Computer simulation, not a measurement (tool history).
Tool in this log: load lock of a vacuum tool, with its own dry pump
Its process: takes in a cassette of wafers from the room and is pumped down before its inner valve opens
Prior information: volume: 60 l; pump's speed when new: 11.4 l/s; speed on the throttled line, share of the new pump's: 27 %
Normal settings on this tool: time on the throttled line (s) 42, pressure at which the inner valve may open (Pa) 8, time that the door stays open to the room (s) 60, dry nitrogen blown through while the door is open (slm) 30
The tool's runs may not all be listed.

| run | day | time on the throttled line (s) | pressure at which the inner valve may open (Pa) | time that the door stays open to the room (s) | dry nitrogen blown through while the door is open (slm) | incoming humidity of the room's air, % | time from the closed door until the inner valve may open (s) | rise of the pressure with all valves shut (Pa/min) |
|---|---|---|---|---|---|---|---|---|
| 1 | 0.000 | 42 | 8 | 60 | 30 | 46.4 | 80.6 | 0.423 |
| 2 | 11.712 | 42 | 8 | 60 | 30 | 48.7 | 80.8 | 0.033 |
| 3 | 35.229 | 42 | 8 | 216 | 30 | 45.9 | 81.0 | 0.088 |
| 4 | 55.683 | 28 | 8 | 216 | 30 | 44.8 | 71.5 | 0.085 |
| 5 | 81.025 | 28 | 8 | 216 | 30 | 42.4 | 71.6 | 0.088 |
| 6 | 92.208 | 42 | 9 | 60 | 30 | 44.3 | 81.5 | 0.042 |
| 7 | 111.179 | 42 | 9 | 60 | 30 | 51.2 | 82.1 | 0.054 |
| 8 | 134.933 | 26 | 8 | 27 | 30 | 45.5 | 71.3 | 0.049 |
| 9 | 157.842 | 50 | 8 | 192 | 5 | 44.0 | 89.2 | 0.160 |
| 10 | 175.862 | 50 | 8 | 192 | 4 | 41.3 | 88.4 | 0.156 |

Withheld: 1 entry from between the runs. Position of each, and hidden state at the listed run before versus the listed run after:
Runs 1 to 2: door's seal changed, seat wiped (day 5.658)
  pump's speed, % of a new pump's: 99 -> 98.7; leak at the door's seal, Pa l/s: 0.3983 -> 0.0031
  measured value less the no-hidden-state value, time from the closed door until the inner valve may open (s): +0.4 -> +0.5; rise of the pressure with all valves shut (Pa/min): +0.392 -> +0.001
